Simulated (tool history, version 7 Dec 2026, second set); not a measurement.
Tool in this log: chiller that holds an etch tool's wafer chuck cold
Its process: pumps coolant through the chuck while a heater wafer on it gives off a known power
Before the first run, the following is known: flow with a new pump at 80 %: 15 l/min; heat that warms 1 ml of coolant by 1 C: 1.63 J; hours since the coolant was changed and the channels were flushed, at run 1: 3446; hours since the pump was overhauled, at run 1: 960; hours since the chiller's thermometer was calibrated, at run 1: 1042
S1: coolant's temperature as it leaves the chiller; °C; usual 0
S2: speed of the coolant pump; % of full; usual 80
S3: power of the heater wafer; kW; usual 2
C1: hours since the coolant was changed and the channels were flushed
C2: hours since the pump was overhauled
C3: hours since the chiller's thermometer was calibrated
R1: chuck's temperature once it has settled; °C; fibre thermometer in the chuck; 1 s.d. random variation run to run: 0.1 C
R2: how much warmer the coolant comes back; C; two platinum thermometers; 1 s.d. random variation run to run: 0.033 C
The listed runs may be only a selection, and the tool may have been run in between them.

run 1 hour=0 | S1=0 S2=80 S3=2 | C1=3446 C2=960 C3=1042 | R1=18.5 R2=5
run 2 hour=48.8 | S1=0 S2=80 S3=2 | C1=3494 C2=1009 C3=1091 | R1=18.5 R2=5.04
run 3 hour=77 | S1=0 S2=80 S3=2 | C1=3523 C2=1037 C3=1119 | R1=18.6 R2=5.04
run 4 hour=105.6 | S1=0 S2=80 S3=2 | C1=3551 C2=1066 C3=1147 | R1=18.6 R2=5.06
run 5 hour=135 | S1=0 S2=80 S3=1.513 | C1=3581 C2=1095 C3=1177 | R1=14.1 R2=3.81
run 6 hour=161.2 | S1=0 S2=80 S3=1.513 | C1=3607 C2=1121 C3=1203 | R1=14 R2=3.84
run 7 hour=192.6 | S1=0 S2=80 S3=1.513 | C1=3638 C2=1153 C3=1234 | R1=14 R2=3.83
run 8 hour=214.2 | S1=0 S2=80 S3=1.513 | C1=3660 C2=1174 C3=1256 | R1=14.1 R2=3.84
run 9 hour=252.3 | S1=0 S2=80 S3=1.394 | C1=3698 C2=1212 C3=1294 | R1=12.8 R2=3.59
run 10 hour=273.1 | S1=0 S2=80 S3=1.394 | C1=3719 C2=1233 C3=1315 | R1=13.1 R2=3.47
run 11 hour=311.7 | S1=0 S2=80 S3=2 | C1=3757 C2=1272 C3=1353 | R1=18.8 R2=5.06
run 12 hour=334 | S1=0 S2=80 S3=2 | C1=3780 C2=1294 C3=1376 | R1=18.8 R2=5.04
run 13 hour=373.8 | S1=0 S2=80 S3=2 | C1=3819 C2=1334 C3=1416 | R1=18.5 R2=5.09
run 14 hour=419.8 | S1=0 S2=80 S3=2 | C1=3865 C2=1380 C3=1462 | R1=18.7 R2=5.09
run 15 hour=451.9 | S1=0 S2=80 S3=2.829 | C1=3897 C2=1412 C3=1494 | R1=26.8 R2=7.22
run 16 hour=491.3 | S1=0 S2=80 S3=2.829 | C1=3937 C2=1451 C3=1533 | R1=26.9 R2=7.2
run 17 hour=523.9 | S1=5 S2=69 S3=2 | C1=3969 C2=1484 C3=1566 | R1=26.3 R2=5.95
run 18 hour=549.4 | S1=1 S2=63 S3=1.139 | C1=3995 C2=1509 C3=1591 | R1=14.1 R2=3.67
run 19 hour=593.5 | S1=5 S2=80 S3=2 | C1=4039 C2=1554 C3=1635 | R1=23.9 R2=5.12
run 20 hour=630.6 | S1=-3 S2=70 S3=1.161 | C1=4076 C2=1591 C3=1672 | R1=9.2 R2=3.36
run 21 hour=659 | S1=3 S2=61 S3=1.452 | C1=4105 C2=1619 C3=1701 | R1=20.1 R2=4.84
run 22 hour=684.1 | S1=3 S2=61 S3=1.452 | C1=4130 C2=1644 C3=1726 | R1=20.3 R2=4.84
-- hour=688.8 chiller's thermometer calibrated
run 23 hour=735.4 | S1=8 S2=75 S3=2.772 | C1=4180 C2=1694 C3=47 | R1=35.8 R2=7.54
run 24 hour=763.1 | S1=-1 S2=71 S3=2.373 | C1=4208 C2=1722 C3=74 | R1=23.9 R2=6.79
-- hour=779.8 chiller's thermometer calibrated, once more
run 25 hour=786 | S1=-1 S2=71 S3=2.373 | C1=4230 C2=1744 C3=6 | R1=24.5 R2=6.89
run 26 hour=826.2 | S1=-1 S2=71 S3=2.373 | C1=4270 C2=1784 C3=46 | R1=24.3 R2=6.85
run 27 hour=875.8 | S1=-1 S2=71 S3=2.373 | C1=4319 C2=1834 C3=96 | R1=24.4 R2=6.8
run 28 hour=918 | S1=8 S2=74 S3=1.12 | C1=4362 C2=1876 C3=138 | R1=19.4 R2=3.13
run 29 hour=954.8 | S1=-1 S2=80 S3=2 | C1=4398 C2=1913 C3=175 | R1=18.5 R2=5.12
run 30 hour=982.1 | S1=0 S2=64 S3=2.569 | C1=4426 C2=1940 C3=202 | R1=30.1 R2=8.14
run 31 hour=1029.6 | S1=0 S2=64 S3=1.538 | C1=4473 C2=1988 C3=250 | R1=18.2 R2=4.93
run 32 hour=1068.3 | S1=-6 S2=87 S3=2.544 | C1=4512 C2=2026 C3=289 | R1=17.2 R2=6.02

Hidden state or all else? Some run-to-run changes of R1, split into what the settings, what came in and random variation would give without the hidden state, and what is left for the hidden state (with any gauge scatter that isn't in both results):
Hidden state present: heat passed by the chuck's channels, % of clean ones'; flow at a given pump speed, % of a new pump's; coolant's true temperature over the reading, C; drift of the gauge itself on chuck_c, C; drift of the gauge itself on warmer_back_c, C.
Run 17 -> 18: S1 5 -> 1, S2 69 -> 63, S3 2 -> 1.139. R1 -12.2 °C: hidden state -1.1, all else -11.1.
Run 19 -> 20: S1 5 -> -3, S2 80 -> 70, S3 2 -> 1.161. R1 -14.7 °C: hidden state -0.9, all else -13.8.
Run 22 -> 23: S1 3 -> 8, S2 61 -> 75, S3 1.452 -> 2.772, chiller's thermometer calibrated. R1 +15.5 °C: hidden state +1.4, all else +14.1.
Run 27 -> 28: S1 -1 -> 8, S2 71 -> 74, S3 2.373 -> 1.12. R1 -5 °C: hidden state -1.9, all else -3.1.
Run 29 -> 30: S1 -1 -> 0, S2 80 -> 64, S3 2 -> 2.569. R1 +11.6 °C: hidden state +1.6, all else +10.
Run 30 -> 31: S3 2.569 -> 1.538. R1 -11.9 °C: hidden state -1.7, all else -10.2.

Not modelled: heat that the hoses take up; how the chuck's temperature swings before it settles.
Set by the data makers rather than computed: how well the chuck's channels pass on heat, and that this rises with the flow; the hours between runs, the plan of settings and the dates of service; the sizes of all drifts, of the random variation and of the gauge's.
